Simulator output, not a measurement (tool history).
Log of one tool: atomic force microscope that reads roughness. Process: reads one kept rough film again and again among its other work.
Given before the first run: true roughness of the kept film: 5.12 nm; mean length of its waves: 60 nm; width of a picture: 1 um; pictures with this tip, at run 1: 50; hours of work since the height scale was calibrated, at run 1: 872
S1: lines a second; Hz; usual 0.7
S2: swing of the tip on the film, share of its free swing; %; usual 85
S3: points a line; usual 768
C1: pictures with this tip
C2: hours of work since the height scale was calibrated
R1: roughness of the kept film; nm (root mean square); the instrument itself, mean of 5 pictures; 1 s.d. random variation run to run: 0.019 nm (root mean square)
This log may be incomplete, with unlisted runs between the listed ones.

Run 1, hour 0: usual settings; C1 50; C2 872. Result: R1 4.387 nm (root mean square).
Run 2, hour 35.2: usual settings; C1 83; C2 890. Result: R1 4.335 nm (root mean square).
Run 3, hour 80.1: usual settings; C1 124; C2 913. Result: R1 4.232 nm (root mean square).
At hour 99.8: new tip fitted.
Run 4, hour 121.2: usual settings; C1 20; C2 933. Result: R1 4.428 nm (root mean square).
Run 5, hour 160.5: usual settings but S1 1.445 Hz; C1 56; C2 953. Result: R1 4.03 nm (root mean square).
Run 6, hour 184.5: usual settings but S1 1.445 Hz; C1 78; C2 965. Result: R1 4.009 nm (root mean square).
Run 7, hour 224.7: usual settings but S1 1.445 Hz; C1 116; C2 986. Result: R1 3.927 nm (root mean square).
At hour 255.7: new tip fitted.
Run 8, hour 266.3: usual settings; C1 10; C2 1006. Result: R1 4.479 nm (root mean square).
Run 9, hour 310.8: usual settings but S3 671; C1 51; C2 1029. Result: R1 4.372 nm (root mean square).
Run 10, hour 332.4: usual settings but S2 90 %; C1 71; C2 1040. Result: R1 4.259 nm (root mean square).
At hour 336.8: height scale calibrated on a step standard.
Run 11, hour 375.9: usual settings; C1 110; C2 20. Result: R1 4.271 nm (root mean square).
Run 12, hour 401.1: usual settings but S1 2.4 Hz; C1 133; C2 33. Result: R1 3.534 nm (root mean square).
At hour 411.5: new tip fitted.
Run 13, hour 431.8: usual settings but S1 2.4 Hz; C1 19; C2 48. Result: R1 3.725 nm (root mean square).
Run 14, hour 458.8: usual settings but S1 2.4 Hz; C1 44; C2 62. Result: R1 3.689 nm (root mean square).
Run 15, hour 480: usual settings; C1 64; C2 72. Result: R1 4.338 nm (root mean square).
At hour 491.7: height scale calibrated on a step standard, once more.
Run 16, hour 513.7: usual settings but S1 1.33 Hz; C1 94; C2 11. Result: R1 4.013 nm (root mean square).
Run 17, hour 532.6: usual settings but S1 1.587 Hz, S2 57 %, S3 279; C1 111; C2 21. Result: R1 4.458 nm (root mean square).
At hour 567: new tip fitted.
Run 18, hour 567: usual settings but S1 1.185 Hz, S3 682; C1 0; C2 38. Result: R1 4.272 nm (root mean square).
Run 19, hour 587.6: usual settings but S1 1.128 Hz, S2 81 %, S3 720; C1 19; C2 48. Result: R1 4.414 nm (root mean square).
Run 20, hour 622.5: usual settings but S1 1.128 Hz, S2 59 %, S3 634; C1 51; C2 66. Result: R1 4.642 nm (root mean square).
Run 21, hour 665: usual settings but S1 1.128 Hz, S2 59 %, S3 634; C1 90; C2 88. Result: R1 4.533 nm (root mean square).
Run 22, hour 695.7: usual settings but S1 1.128 Hz, S2 59 %, S3 634; C1 119; C2 103. Result: R1 4.44 nm (root mean square).
At hour 724.7: new tip fitted.
Run 23, hour 736.8: usual settings but S2 87 %, S3 825; C1 11; C2 124. Result: R1 4.474 nm (root mean square).
Run 24, hour 769.4: usual settings but S1 0.599 Hz, S3 471; C1 41; C2 140. Result: R1 4.487 nm (root mean square).
Run 25, hour 811.8: usual settings but S1 0.98 Hz, S2 81 %, S3 321; C1 80; C2 162. Result: R1 4.281 nm (root mean square).
Run 26, hour 847.7: usual settings but S1 2.847 Hz, S2 68 %, S3 740; C1 114; C2 180. Result: R1 4.041 nm (root mean square).
At hour 879.7: new tip fitted.
Run 27, hour 887.7: usual settings but S2 69 %, S3 997; C1 7; C2 200. Result: R1 4.753 nm (root mean square).
Run 28, hour 908: usual settings but S1 0.507 Hz, S2 58 %, S3 997; C1 26; C2 210. Result: R1 4.775 nm (root mean square).
Run 29, hour 945.2: usual settings but S1 1.148 Hz, S3 310; C1 60; C2 229. Result: R1 4.162 nm (root mean square).
Run 30, hour 971.4: usual settings but S1 3.282 Hz, S2 63 %, S3 558; C1 84; C2 242. Result: R1 4.196 nm (root mean square).

Pick out some run-to-run changes in R1. Of each, how much would a tool without hidden state show as well, from the settings, what came in and chance, and how much is left for the hidden state and any gauge scatter not in both results compared?
Hidden state present: radius of the tip, nm; height scale over the true one, %; drift of the gauge itself on roughness_nm, %.
Run 11 -> 12: S1 0.7 -> 2.4. R1 -0.737 nm (root mean square): hidden state +0.007, all else -0.744.
Run 14 -> 15: S1 2.4 -> 0.7. R1 +0.649 nm (root mean square): hidden state -0.076, all else +0.725.
Run 17 -> 18: S1 1.587 -> 1.185, S2 57 -> 85, S3 279 -> 682, new tip fitted. R1 -0.186 nm (root mean square): hidden state +0.282, all else -0.468.
Run 22 -> 23: S1 1.128 -> 0.7, S2 59 -> 87, S3 634 -> 825, new tip fitted. R1 +0.034 nm (root mean square): hidden state +0.263, all else -0.229.
Run 26 -> 27: S1 2.847 -> 0.7, S2 68 -> 69, S3 740 -> 997, new tip fitted. R1 +0.712 nm (root mean square): hidden state +0.258, all else +0.454.
